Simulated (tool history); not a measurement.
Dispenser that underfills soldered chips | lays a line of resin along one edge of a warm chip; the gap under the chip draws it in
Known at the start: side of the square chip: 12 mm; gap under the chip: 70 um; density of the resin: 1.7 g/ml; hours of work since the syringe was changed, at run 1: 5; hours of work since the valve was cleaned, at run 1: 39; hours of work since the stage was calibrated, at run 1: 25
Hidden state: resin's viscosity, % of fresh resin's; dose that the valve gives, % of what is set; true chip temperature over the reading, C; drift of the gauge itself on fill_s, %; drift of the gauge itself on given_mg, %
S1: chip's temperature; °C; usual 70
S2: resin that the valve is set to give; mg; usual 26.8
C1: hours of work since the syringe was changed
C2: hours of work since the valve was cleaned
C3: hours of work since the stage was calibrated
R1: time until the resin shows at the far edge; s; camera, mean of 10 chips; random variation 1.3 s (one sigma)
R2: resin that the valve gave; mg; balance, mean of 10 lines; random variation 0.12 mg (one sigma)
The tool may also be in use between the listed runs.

run	hour	S1	S2	C1	C2	C3	R1	R2
1	0	70	26.8	5	39	25	201.3	25.78
# hour 4: new syringe of resin
2	5.1	62	26.8	1	42	29	204.5	26.11
3	11.1	62	33.5	5	46	33	288.4	31.93
4	14.1	62	33.5	7	48	35	345.7	32.17
# hour 15: new syringe of resin
5	17.6	62	33.5	2	51	37	214.7	32
6	20.4	70	26.8	4	52	39	182.5	25.29
# hour 26.1: new syringe of resin
7	26.5	70	26.8	0	57	43	134.2	25.21
8	30.3	70	26.8	3	59	46	169.5	25.39
9	33.7	70	33.2	5	61	48	208.1	31.43
# hour 37.4: new syringe of resin
10	39.5	70	33.2	1	65	52	145.2	31.18
11	42.3	70	26.8	3	67	54	177.2	25.2
12	45.9	70	26.8	6	70	56	218.2	25.04
# hour 48.3: new syringe of resin
13	49.4	70	26.8	1	72	59	143.6	25.01
14	53.1	70	27.4	3	75	61	178.1	25.63
15	56.8	84	27.4	6	77	64	122.5	25.53
# hour 59.3: new syringe of resin
16	61.6	70	26.8	2	80	67	155.2	24.87
# hour 64.6: dispensing valve cleaned and set on the balance
17	68.7	70	26.8	6	3	71	223.6	26.61
# hour 71.1: new syringe of resin
18	72.3	70	26.8	1	5	73	146.4	26.91
19	77.1	72	24.1	4	8	77	184.9	23.9
# hour 82.1: new syringe of resin
20	82.4	72	24.1	0	12	80	130.3	23.91
21	87.3	65	33.6	4	15	84	230.7	32.89
22	91.2	78	29	6	18	86	166.9	28.46
# hour 93.3: new syringe of resin
23	96.6	81	24.1	2	22	90	103.5	23.67
24	99.8	72	25.3	5	24	92	185.7	24.79
25	102.5	70	22.8	6	26	94	244.2	22.11
# hour 104.3: new syringe of resin
26	106	70	22.8	1	28	96	155.9	22.24
27	108.6	70	22.8	3	30	98	182.9	22.13
28	112.6	72	32.1	6	33	101	205.9	31.04
# hour 115.2: new syringe of resin
29	118.5	72	32.1	2	36	105	149.1	30.78
30	122.9	70	24.8	5	40	108	220.8	23.95
# hour 126.3: new syringe of resin
31	129.5	70	24	2	44	112	170.4	22.97
32	133.3	60	22.8	5	47	115	342.5	21.73
# hour 137.3: new syringe of resin
33	139.5	60	22.8	2	51	119	249.8	21.63
34	144.9	74	33.1	5	54	123	177.7	31.57
# hour 148.2: new syringe of resin
35	151.1	80	30	2	59	127	103.2	28.28

Hidden state at the last listed run before each entry between runs and at the first one after, where it differs:
Between runs 1 and 2: new syringe of resin (hour 4)
  resin's viscosity, % of fresh resin's: 153.1 -> 107.8; dose that the valve gives, % of what is set: 96.41 -> 96.12; true chip temperature over the reading, C: 0.02 -> 0
  measured less the result without the state, R1: +70.2 -> +16 s; R2: -0.96 -> -1.06 mg
Between runs 4 and 5: new syringe of resin (hour 15)
  resin's viscosity, % of fresh resin's: 187.4 -> 117.7; dose that the valve gives, % of what is set: 95.58 -> 95.37; true chip temperature over the reading, C: -0.05 -> -0.07
  measured less the result without the state, R1: +162.1 -> +33.3 s; R2: -1.49 -> -1.54 mg
Between runs 6 and 7: new syringe of resin (hour 26.1)
  resin's viscosity, % of fresh resin's: 139.4 -> 102.6; dose that the valve gives, % of what is set: 95.19 -> 94.78; true chip temperature over the reading, C: -0.09 -> -0.12
  measured less the result without the state, R1: +53.1 -> +5 s; R2: -1.28 -> -1.39 mg
Between runs 9 and 10: new syringe of resin (hour 37.4)
  resin's viscosity, % of fresh resin's: 159.5 -> 112.3; dose that the valve gives, % of what is set: 94.32 -> 93.95; true chip temperature over the reading, C: -0.15 -> -0.18
  measured less the result without the state, R1: +78.7 -> +17.3 s; R2: -1.89 -> -2.01 mg
Between runs 12 and 13: new syringe of resin (hour 48.3)
  resin's viscosity, % of fresh resin's: 166.6 -> 106.5; dose that the valve gives, % of what is set: 93.55 -> 93.32; true chip temperature over the reading, C: -0.22 -> -0.24
  measured less the result without the state, R1: +89.8 -> +11.6 s; R2: -1.73 -> -1.79 mg
Between runs 15 and 16: new syringe of resin (hour 59.3)
  resin's viscosity, % of fresh resin's: 167.9 -> 114.8; dose that the valve gives, % of what is set: 92.81 -> 92.51; true chip temperature over the reading, C: -0.28 -> -0.3
  measured less the result without the state, R1: +51.2 -> +23.5 s; R2: -1.97 -> -2.01 mg
Between runs 16 and 17: dispensing valve cleaned and set on the balance (hour 64.6)
  resin's viscosity, % of fresh resin's: 114.8 -> 167.9; dose that the valve gives, % of what is set: 92.51 -> 99.57; true chip temperature over the reading, C: -0.3 -> -0.34
  measured less the result without the state, R1: +23.5 -> +92.6 s; R2: -2.01 -> -0.11 mg
Between runs 17 and 18: new syringe of resin (hour 71.1)
  resin's viscosity, % of fresh resin's: 167.9 -> 108.5; dose that the valve gives, % of what is set: 99.57 -> 99.36; true chip temperature over the reading, C: -0.34 -> -0.35
  measured less the result without the state, R1: +92.6 -> +13.7 s; R2: -0.11 -> -0.17 mg
Between runs 19 and 20: new syringe of resin (hour 82.1)
  resin's viscosity, % of fresh resin's: 145.7 -> 103.9; dose that the valve gives, % of what is set: 99.05 -> 98.72; true chip temperature over the reading, C: -0.38 -> -0.4
  measured less the result without the state, R1: +60.4 -> +7.4 s; R2: -0.23 -> -0.31 mg
Between runs 22 and 23: new syringe of resin (hour 93.3)
  resin's viscosity, % of fresh resin's: 178.4 -> 121.6; dose that the valve gives, % of what is set: 98.15 -> 97.8; true chip temperature over the reading, C: -0.46 -> -0.48
  measured less the result without the state, R1: +75.2 -> +20.6 s; R2: -0.53 -> -0.53 mg
Between runs 25 and 26: new syringe of resin (hour 104.3)
  resin's viscosity, % of fresh resin's: 174.8 -> 112; dose that the valve gives, % of what is set: 97.41 -> 97.2; true chip temperature over the reading, C: -0.51 -> -0.53
  measured less the result without the state, R1: +108.7 -> +21.1 s; R2: -0.59 -> -0.64 mg
Between runs 28 and 29: new syringe of resin (hour 115.2)
  resin's viscosity, % of fresh resin's: 167.7 -> 121.4; dose that the valve gives, % of what is set: 96.78 -> 96.39; true chip temperature over the reading, C: -0.57 -> -0.6
  measured less the result without the state, R1: +86.3 -> +29.6 s; R2: -1.03 -> -1.15 mg
Between runs 30 and 31: new syringe of resin (hour 126.3)
  resin's viscosity, % of fresh resin's: 159.7 -> 121.6; dose that the valve gives, % of what is set: 96.13 -> 95.74; true chip temperature over the reading, C: -0.62 -> -0.66
  measured less the result without the state, R1: +87.3 -> +35.7 s; R2: -0.96 -> -1.03 mg
Between runs 32 and 33: new syringe of resin (hour 137.3)
  resin's viscosity, % of fresh resin's: 154.4 -> 113.7; dose that the valve gives, % of what is set: 95.51 -> 95.15; true chip temperature over the reading, C: -0.68 -> -0.71
  measured less the result without the state, R1: +130.5 -> +40.5 s; R2: -1.03 -> -1.1 mg
Between runs 34 and 35: new syringe of resin (hour 148.2)
  resin's viscosity, % of fresh resin's: 159.2 -> 118.6; dose that the valve gives, % of what is set: 94.81 -> 94.47; true chip temperature over the reading, C: -0.74 -> -0.77
  measured less the result without the state, R1: +70 -> +19.3 s; R2: -1.73 -> -1.66 mg

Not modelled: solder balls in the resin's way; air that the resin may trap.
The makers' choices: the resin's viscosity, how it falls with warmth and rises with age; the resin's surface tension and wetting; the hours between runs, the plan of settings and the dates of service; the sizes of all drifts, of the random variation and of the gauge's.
